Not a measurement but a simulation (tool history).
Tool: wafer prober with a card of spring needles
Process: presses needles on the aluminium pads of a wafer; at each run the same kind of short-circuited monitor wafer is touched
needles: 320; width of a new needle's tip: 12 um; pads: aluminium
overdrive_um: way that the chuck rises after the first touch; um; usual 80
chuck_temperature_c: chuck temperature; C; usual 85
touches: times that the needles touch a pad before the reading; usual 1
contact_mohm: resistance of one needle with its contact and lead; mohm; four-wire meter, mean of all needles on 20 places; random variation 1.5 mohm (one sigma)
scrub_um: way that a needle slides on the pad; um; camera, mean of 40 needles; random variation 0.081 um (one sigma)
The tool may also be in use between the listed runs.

run,hour,overdrive_um,chuck_temperature_c,touches,contact_mohm,scrub_um
1,0.0,80,85,1,164,22.05
# hour 4.4: tips cleaned on abrasive film
# hour 8.7: tips cleaned on abrasive film
# hour 14.2: tips cleaned on abrasive film
# hour 19.6: tips cleaned on abrasive film
# hour 23.9: tips cleaned on abrasive film
# hour 29.4: tips cleaned on abrasive film
# hour 33.7: tips cleaned on abrasive film
# hour 38.1: tips cleaned on abrasive film
# hour 42.5: tips cleaned on abrasive film
# hour 46.8: tips cleaned on abrasive film
# hour 51.2: tips cleaned on abrasive film
# hour 55.6: tips cleaned on abrasive film
# hour 61.0: tips cleaned on abrasive film
# hour 66.4: tips cleaned on abrasive film
# hour 71.8: tips cleaned on abrasive film
2,72.4,80,33,1,157,21.64
# hour 76.8: tips cleaned on abrasive film
# hour 81.2: tips cleaned on abrasive film
# hour 85.5: tips cleaned on abrasive film
# hour 89.9: tips cleaned on abrasive film
# hour 94.2: tips cleaned on abrasive film
# hour 98.6: tips cleaned on abrasive film
# hour 104.0: tips cleaned on abrasive film
# hour 108.4: tips cleaned on abrasive film
# hour 112.8: tips cleaned on abrasive film
# hour 117.1: tips cleaned on abrasive film
3,117.4,80,85,1,157,21.51
# hour 121.8: tips cleaned on abrasive film
# hour 126.2: tips cleaned on abrasive film
# hour 130.5: tips cleaned on abrasive film
# hour 134.9: tips cleaned on abrasive film
# hour 140.3: tips cleaned on abrasive film
# hour 144.7: tips cleaned on abrasive film
# hour 149.0: tips cleaned on abrasive film
# hour 154.5: tips cleaned on abrasive film
# hour 159.9: tips cleaned on abrasive film
# hour 165.3: tips cleaned on abrasive film
# hour 169.7: tips cleaned on abrasive film
# hour 175.1: tips cleaned on abrasive film
# hour 179.5: tips cleaned on abrasive film
# hour 183.9: tips cleaned on abrasive film
# hour 184.2: height of the first contact set anew
4,184.6,80,85,1,162,22.03
# hour 188.9: tips cleaned on abrasive film
# hour 193.3: tips cleaned on abrasive film
# hour 198.7: tips cleaned on abrasive film
# hour 204.2: tips cleaned on abrasive film
# hour 209.6: tips cleaned on abrasive film
# hour 215.0: tips cleaned on abrasive film
# hour 220.4: tips cleaned on abrasive film
# hour 225.9: tips cleaned on abrasive film
# hour 231.3: tips cleaned on abrasive film
5,233.7,80,85,1,191,21.98
# hour 235.9: tips cleaned on abrasive film
# hour 241.4: tips cleaned on abrasive film
# hour 245.7: tips cleaned on abrasive film
# hour 250.1: tips cleaned on abrasive film
# hour 255.5: tips cleaned on abrasive film
# hour 260.9: tips cleaned on abrasive film
# hour 265.3: tips cleaned on abrasive film
# hour 270.0: tips cleaned on abrasive film
6,270.0,80,85,1,150,21.65
# hour 275.4: tips cleaned on abrasive film
# hour 279.8: tips cleaned on abrasive film
# hour 284.1: tips cleaned on abrasive film
# hour 288.5: tips cleaned on abrasive film
# hour 292.8: tips cleaned on abrasive film
# hour 298.3: tips cleaned on abrasive film
# hour 302.6: tips cleaned on abrasive film
# hour 308.1: tips cleaned on abrasive film
# hour 313.5: tips cleaned on abrasive film
# hour 318.9: tips cleaned on abrasive film
# hour 323.3: tips cleaned on abrasive film
# hour 328.7: tips cleaned on abrasive film
# hour 333.1: tips cleaned on abrasive film
# hour 337.4: tips cleaned on abrasive film
7,341.2,80,85,1,207,21.52
# hour 342.3: tips cleaned on abrasive film
# hour 346.7: tips cleaned on abrasive film
# hour 352.1: tips cleaned on abrasive film
# hour 357.6: tips cleaned on abrasive film
# hour 361.9: tips cleaned on abrasive film
# hour 367.4: tips cleaned on abrasive film
# hour 371.7: tips cleaned on abrasive film
# hour 376.1: tips cleaned on abrasive film
# hour 380.5: tips cleaned on abrasive film
# hour 385.9: tips cleaned on abrasive film
# hour 391.3: tips cleaned on abrasive film
# hour 396.7: tips cleaned on abrasive film
# hour 401.3: tips cleaned on abrasive film
8,401.3,80,51,1,147,21.33
# hour 405.9: height of the first contact set anew
# hour 407.0: tips cleaned on abrasive film
# hour 412.4: tips cleaned on abrasive film
# hour 417.9: tips cleaned on abrasive film
# hour 422.2: tips cleaned on abrasive film
# hour 427.7: tips cleaned on abrasive film
# hour 432.0: tips cleaned on abrasive film
# hour 436.4: tips cleaned on abrasive film
# hour 440.8: tips cleaned on abrasive film
# hour 446.2: tips cleaned on abrasive film
# hour 451.6: tips cleaned on abrasive film
# hour 456.0: tips cleaned on abrasive film
# hour 461.4: tips cleaned on abrasive film
# hour 465.8: tips cleaned on abrasive film
# hour 471.2: tips cleaned on abrasive film
# hour 475.6: tips cleaned on abrasive film
9,477.8,80,51,1,186,21.58
# hour 480.1: tips cleaned on abrasive film
# hour 484.4: tips cleaned on abrasive film
# hour 488.8: tips cleaned on abrasive film
# hour 494.2: tips cleaned on abrasive film
# hour 498.6: tips cleaned on abrasive film
# hour 503.0: tips cleaned on abrasive film
# hour 507.3: tips cleaned on abrasive film
# hour 512.7: tips cleaned on abrasive film
# hour 517.1: tips cleaned on abrasive film
# hour 521.5: tips cleaned on abrasive film
# hour 526.9: tips cleaned on abrasive film
# hour 532.3: tips cleaned on abrasive film
# hour 537.8: tips cleaned on abrasive film
# hour 543.2: tips cleaned on abrasive film
10,544.8,80,85,2,170,21.51
# hour 548.1: tips cleaned on abrasive film
# hour 553.5: tips cleaned on abrasive film
# hour 557.9: tips cleaned on abrasive film
# hour 562.2: tips cleaned on abrasive film
# hour 567.7: tips cleaned on abrasive film
# hour 573.1: tips cleaned on abrasive film
# hour 577.5: tips cleaned on abrasive film
# hour 582.9: tips cleaned on abrasive film
# hour 587.3: tips cleaned on abrasive film
11,588.7,80,85,2,169,21.35
# hour 592.0: tips cleaned on abrasive film
# hour 596.4: tips cleaned on abrasive film
# hour 600.7: tips cleaned on abrasive film
# hour 606.2: tips cleaned on abrasive film
# hour 610.5: tips cleaned on abrasive film
# hour 616.0: tips cleaned on abrasive film
# hour 620.3: tips cleaned on abrasive film
# hour 624.7: tips cleaned on abrasive film
# hour 628.2: height of the first contact set anew
# hour 629.4: tips cleaned on abrasive film
# hour 633.7: tips cleaned on abrasive film
# hour 638.1: tips cleaned on abrasive film
# hour 643.5: tips cleaned on abrasive film
# hour 647.9: tips cleaned on abrasive film
# hour 653.3: tips cleaned on abrasive film
# hour 658.7: tips cleaned on abrasive film
# hour 664.2: tips cleaned on abrasive film
12,665.0,89,85,3,153,24.25
# hour 669.4: tips cleaned on abrasive film
# hour 674.8: tips cleaned on abrasive film
# hour 679.2: tips cleaned on abrasive film
# hour 684.6: tips cleaned on abrasive film
# hour 689.0: tips cleaned on abrasive film
# hour 693.4: tips cleaned on abrasive film
# hour 698.8: tips cleaned on abrasive film
# hour 704.2: tips cleaned on abrasive film
# hour 708.6: tips cleaned on abrasive film
# hour 712.9: tips cleaned on abrasive film
# hour 718.4: tips cleaned on abrasive film
# hour 722.7: tips cleaned on abrasive film
# hour 728.2: tips cleaned on abrasive film
# hour 732.5: tips cleaned on abrasive film
# hour 736.9: tips cleaned on abrasive film
13,738.1,89,85,2,162,24.03
# hour 741.4: tips cleaned on abrasive film
# hour 746.9: tips cleaned on abrasive film
# hour 751.2: tips cleaned on abrasive film
# hour 755.6: tips cleaned on abrasive film
# hour 759.9: tips cleaned on abrasive film
# hour 764.3: tips cleaned on abrasive film
# hour 769.7: tips cleaned on abrasive film
14,773.5,80,58,1,220,21.50
# hour 774.7: tips cleaned on abrasive film
# hour 779.1: tips cleaned on abrasive film
# hour 784.5: tips cleaned on abrasive film
# hour 788.9: tips cleaned on abrasive film
# hour 794.3: tips cleaned on abrasive film
# hour 799.7: tips cleaned on abrasive film
# hour 805.1: tips cleaned on abrasive film
15,805.7,80,85,1,169,21.40
# hour 810.1: tips cleaned on abrasive film
# hour 815.5: tips cleaned on abrasive film
# hour 820.9: tips cleaned on abrasive film
# hour 826.3: tips cleaned on abrasive film
# hour 831.8: tips cleaned on abrasive film
# hour 836.1: tips cleaned on abrasive film
# hour 840.5: tips cleaned on abrasive film
# hour 845.9: tips cleaned on abrasive film
# hour 850.5: height of the first contact set anew
# hour 851.7: tips cleaned on abrasive film
# hour 856.0: tips cleaned on abrasive film
# hour 860.4: tips cleaned on abrasive film
# hour 865.8: tips cleaned on abrasive film
# hour 871.1: tips cleaned on abrasive film
16,871.1,80,85,1,154,21.91

Hidden state or all else? Some run-to-run changes of contact_mohm, split into what the settings, what came in and random variation would give without the hidden state, and what is left for the hidden state (with any gauge scatter that isn't in both results):
The hidden state here: debris on the tips, nm; way that the needles fall short of the set height, um; tips' diameter, um; drift of the gauge itself on contact_mohm, %; drift of the gauge itself on scrub_um, %.
Run 7 -> 8: chuck_temperature_c 85 -> 51, tips cleaned on abrasive film, tips cleaned on abrasive film, tips cleaned on abrasive film, tips cleaned on abrasive film, tips cleaned on abrasive film, tips cleaned on abrasive film, tips cleaned on abrasive film, tips cleaned on abrasive film, tips cleaned on abrasive film, tips cleaned on abrasive film, tips cleaned on abrasive film, tips cleaned on abrasive film, tips cleaned on abrasive film. contact_mohm -60 mohm: hidden state -55, all else -5.
Run 13 -> 14: overdrive_um 89 -> 80, chuck_temperature_c 85 -> 58, touches 2 -> 1, tips cleaned on abrasive film, tips cleaned on abrasive film, tips cleaned on abrasive film, tips cleaned on abrasive film, tips cleaned on abrasive film, tips cleaned on abrasive film, tips cleaned on abrasive film. contact_mohm +58 mohm: hidden state +61, all else -3.
